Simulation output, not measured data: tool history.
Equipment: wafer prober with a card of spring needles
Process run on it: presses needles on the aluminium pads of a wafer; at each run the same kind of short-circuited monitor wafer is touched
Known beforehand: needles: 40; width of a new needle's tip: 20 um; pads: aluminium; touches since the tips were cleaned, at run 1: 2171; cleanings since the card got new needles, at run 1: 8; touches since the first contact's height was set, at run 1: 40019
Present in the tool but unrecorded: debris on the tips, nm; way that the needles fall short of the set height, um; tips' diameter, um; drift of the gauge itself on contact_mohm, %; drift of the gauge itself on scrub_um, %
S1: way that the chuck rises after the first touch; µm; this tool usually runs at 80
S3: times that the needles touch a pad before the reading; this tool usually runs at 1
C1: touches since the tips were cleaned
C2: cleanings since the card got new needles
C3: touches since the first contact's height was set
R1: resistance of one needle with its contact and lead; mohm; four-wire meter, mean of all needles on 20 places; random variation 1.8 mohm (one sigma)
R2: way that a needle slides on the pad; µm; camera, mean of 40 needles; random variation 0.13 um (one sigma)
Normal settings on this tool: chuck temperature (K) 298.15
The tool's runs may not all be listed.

run 1 hour=0 | S1=80 chuck_temperature_(K)=298.15 S3=1 | C1=2171 C2=8 C3=40019 | R1=209 R2=15.59
-- hour=5.1 tips cleaned on abrasive film
run 2 hour=8.4 | S1=80 chuck_temperature_(K)=298.15 S3=1 | C1=1406 C2=9 C3=43508 | R1=234 R2=15.48
-- hour=15.4 tips cleaned on abrasive film
run 3 hour=22.6 | S1=80 chuck_temperature_(K)=298.15 S3=1 | C1=3030 C2=10 C3=49396 | R1=212 R2=15.59
-- hour=25.5 tips cleaned on abrasive film
-- hour=36.3 tips cleaned on abrasive film
run 4 hour=36.7 | S1=80 chuck_temperature_(K)=298.15 S3=2 | C1=180 C2=12 C3=55184 | R1=194 R2=15.56
-- hour=46.9 tips cleaned on abrasive film
run 5 hour=54.4 | S1=80 chuck_temperature_(K)=298.15 S3=1 | C1=3152 C2=13 C3=62546 | R1=216 R2=15.35
-- hour=57.1 tips cleaned on abrasive film
-- hour=67.7 tips cleaned on abrasive film
run 6 hour=67.7 | S1=80 chuck_temperature_(K)=323.15 S3=1 | C1=0 C2=15 C3=68008 | R1=202 R2=15.39
-- hour=78.4 tips cleaned on abrasive film
run 7 hour=85.8 | S1=80 chuck_temperature_(K)=323.15 S3=1 | C1=3086 C2=16 C3=75519 | R1=219 R2=15.34
-- hour=89.5 tips cleaned on abrasive film, once more
-- hour=100.5 tips cleaned on abrasive film
run 8 hour=102.3 | S1=62 chuck_temperature_(K)=320.15 S3=3 | C1=750 C2=18 C3=82332 | R1=207 R2=11.68

Predict the results of run 9:
-- hour=111.1 tips cleaned on abrasive film
run 9 hour=118.5 | S1=86 chuck_temperature_(K)=353.15 S3=1 | C1=3088 C2=19 C3=89091 | R1=? R2=?

Run 9 produced R1 222 mohm, R2 16.72 µm.
The same run, on a tool lacking any hidden state, would have yielded R1 205 mohm, R2 17.14 µm.
